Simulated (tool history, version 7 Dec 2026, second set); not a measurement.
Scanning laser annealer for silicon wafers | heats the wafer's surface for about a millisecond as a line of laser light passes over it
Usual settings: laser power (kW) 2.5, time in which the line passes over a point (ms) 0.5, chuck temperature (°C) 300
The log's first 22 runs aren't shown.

| run | day | laser power (kW) | time in which the line passes over a point (ms) | chuck temperature (°C) | hours of work since the window was cleaned | hours of work since the power meter was calibrated | hours of work since the optics were aligned | highest temperature of the surface (°C) |
|---|---|---|---|---|---|---|---|---|
| 23 | 63.408 | 2.581 | 0.5 | 298 | 134 | 1091 | 496 | 1145 |
| 24 | 65.071 | 2.581 | 0.5 | 298 | 150 | 1108 | 512 | 1142 |
| 25 | 67.529 | 2.248 | 0.55 | 300 | 175 | 1132 | 537 | 1085 |
| 26 | 71.258 | 2.248 | 0.55 | 300 | 211 | 1169 | 574 | 1087 |
| 27 | 73.979 | 2.661 | 0.487 | 297 | 238 | 1196 | 600 | 1155 |
| 28 | 76.879 | 2.557 | 0.49 | 297 | 267 | 1224 | 629 | 1128 |
| 29 | 80.062 | 2.676 | 0.598 | 300 | 298 | 1256 | 660 | 1272 |
| 30 | 83.596 | 2.5 | 0.5 | 324 | 333 | 1291 | 695 | 1144 |
| 31 | 85.95 | 2.5 | 0.418 | 337 | 356 | 1314 | 719 | 1076 |

Forecast each of these 3 alternatives for the next run:
| A | 88.233 | 2.5 | 0.5 | 308 | 379 | 1336 | 741 | ? |
| B | 88.233 | 2.5 | 0.418 | 268 | 379 | 1336 | 741 | ? |
| C | 88.233 | 2.5 | 0.356 | 325 | 379 | 1336 | 741 | ? |

| run | highest temperature of the surface (°C) |
|---|---|
| A | 1129 |
| B | 1006 |
| C | 997 |
Without the tool's hidden state the same runs would have given:
| run | highest temperature of the surface (°C) |
|---|---|
| A | 1130 |
| B | 1006 |
| C | 998 |
